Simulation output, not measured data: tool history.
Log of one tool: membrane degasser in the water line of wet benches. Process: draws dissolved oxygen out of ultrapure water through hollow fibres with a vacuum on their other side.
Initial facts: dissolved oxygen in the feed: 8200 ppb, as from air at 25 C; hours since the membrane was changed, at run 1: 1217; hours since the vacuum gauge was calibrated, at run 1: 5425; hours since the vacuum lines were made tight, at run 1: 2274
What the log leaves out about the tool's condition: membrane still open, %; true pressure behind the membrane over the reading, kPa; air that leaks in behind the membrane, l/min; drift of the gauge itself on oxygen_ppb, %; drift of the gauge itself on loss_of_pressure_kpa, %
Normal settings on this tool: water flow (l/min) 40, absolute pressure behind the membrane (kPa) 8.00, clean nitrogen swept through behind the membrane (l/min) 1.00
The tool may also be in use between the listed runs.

run      day  water flow (l/min)  absolute pressure behind the membrane (kPa)  clean nitrogen swept through behind the membrane (l/min)  hours since the membrane was changed  hours since the vacuum gauge was calibrated  hours since the vacuum lines were made tight  dissolved oxygen in the water behind the degasser (ppb)  pressure that the water loses in the fibres (kPa)
  1    0.000                  40                                         8.00                                                      1.00                                  1217                                         5425                                          2274                                                    404.2                                              51.18
       2.342  -- vacuum gauge calibrated
  2    3.446                  40                                         8.00                                                      1.00                                  1299                                           27                                          2357                                                    430.2                                              51.39
  3    6.829                  40                                         8.00                                                      1.00                                  1380                                          108                                          2438                                                    415.0                                              51.21
  4   10.321                  40                                         8.00                                                      1.00                                  1464                                          192                                          2522                                                    422.4                                              51.16
      11.275  -- vacuum gauge calibrated, once more
  5   14.458                  40                                         8.00                                                      1.00                                  1563                                           76                                          2620                                                    378.3                                              51.17
  6   17.542                  40                                         8.00                                                      1.00                                  1637                                          150                                          2694                                                    380.9                                              51.60
  7   20.896                  50                                         8.00                                                      1.00                                  1717                                          231                                          2775                                                    442.9                                              63.83
  8   24.238                  40                                         8.00                                                      1.44                                  1797                                          311                                          2855                                                    283.4                                              51.58
  9   28.129                  25                                         8.00                                                      1.00                                  1891                                          404                                          2948                                                    263.7                                              32.30
 10   32.954                  25                                         8.00                                                      1.00                                  2007                                          520                                          3064                                                    256.2                                              32.17
 11   36.862                  25                                         8.00                                                      1.00                                  2100                                          614                                          3158                                                    264.3                                              32.05
 12   39.667                  40                                         8.00                                                      1.00                                  2168                                          681                                          3225                                                    379.2                                              51.63
 13   44.508                  40                                         8.00                                                      1.00                                  2284                                          798                                          3342                                                    381.6                                              51.85
 14   48.467                  40                                         8.00                                                      1.00                                  2379                                          893                                          3437                                                    378.2                                              51.58
 15   52.375                  40                                         8.00                                                      0.81                                  2473                                          986                                          3530                                                    447.8                                              51.54
 16   55.942                  40                                         8.00                                                      0.81                                  2558                                         1072                                          3616                                                    452.2                                              51.96
 17   59.658                  40                                         7.11                                                      2.77                                  2647                                         1161                                          3705                                                    138.5                                              51.64
 18   62.608                  40                                         7.11                                                      2.77                                  2718                                         1232                                          3776                                                    139.0                                              51.93
 19   66.892                  40                                         7.11                                                      2.77                                  2821                                         1335                                          3879                                                    137.7                                              52.00
 20   69.767                  40                                         6.16                                                      2.77                                  2890                                         1404                                          3948                                                    106.9                                              51.71
 21   72.917                  26                                         8.00                                                      1.00                                  2966                                         1479                                          4023                                                    273.8                                              33.86
 22   75.700                  26                                        10.70                                                      1.00                                  3032                                         1546                                          4090                                                    420.9                                              34.06
 23   78.796                  36                                        15.11                                                      0.78                                  3107                                         1620                                          4164                                                    968.2                                              46.95
 24   80.854                  40                                        14.31                                                      1.00                                  3156                                         1670                                          4214                                                    826.8                                              51.89
      83.462  -- seals of the vacuum lines changed
 25   85.212                  40                                        14.31                                                      1.00                                  3259                                         1773                                            42                                                    826.9                                              52.05
 26   87.425                  24                                        14.31                                                      1.00                                  3312                                         1826                                            95                                                    549.2                                              31.09
 27   91.046                  24                                        14.31                                                      1.00                                  3399                                         1912                                           182                                                    561.5                                              31.32
 28   94.404                  24                                        14.31                                                      1.00                                  3479                                         1993                                           263                                                    547.4                                              30.91
 29   97.704                  63                                         6.45                                                      0.43                                  3559                                         2072                                           342                                                    638.1                                              82.25
 30  100.958                  63                                         6.45                                                      0.43                                  3637                                         2150                                           420                                                    647.4                                              81.77
 31  105.562                  47                                         6.45                                                      1.51                                  3747                                         2261                                           530                                                    224.9                                              61.79
 32  108.854                  62                                        13.80                                                      0.53                                  3826                                         2340                                           609                                                   1590.4                                              81.10

4 ways to go on from here, each from the tool as it stands after run 32. What would each give?
  A  113.446                  26                                        13.80                                                      2.07                                  3936                                         2450                                           720                                                        ?                                                  ?
  B  113.446                  56                                        10.88                                                      1.83                                  3936                                         2450                                           720                                                        ?                                                  ?
  C  113.446                  40                                         8.00                                                      1.30                                  3936                                         2450                                           720                                                        ?                                                  ?
  D  113.446                  40                                         8.00                                                      0.96                                  3936                                         2450                                           720                                                        ?                                                  ?

run  dissolved oxygen in the water behind the degasser (ppb)  pressure that the water loses in the fibres (kPa)
  A                                                    315.3                                              33.92
  B                                                    489.8                                              73.47
  C                                                    318.9                                              52.10
  D                                                    401.0                                              52.11
Without the tool's hidden state the same runs would have given:
run  dissolved oxygen in the water behind the degasser (ppb)  pressure that the water loses in the fibres (kPa)
  A                                                    308.0                                              32.84
  B                                                    474.7                                              71.14
  C                                                    304.2                                              50.44
  D                                                    382.9                                              50.46

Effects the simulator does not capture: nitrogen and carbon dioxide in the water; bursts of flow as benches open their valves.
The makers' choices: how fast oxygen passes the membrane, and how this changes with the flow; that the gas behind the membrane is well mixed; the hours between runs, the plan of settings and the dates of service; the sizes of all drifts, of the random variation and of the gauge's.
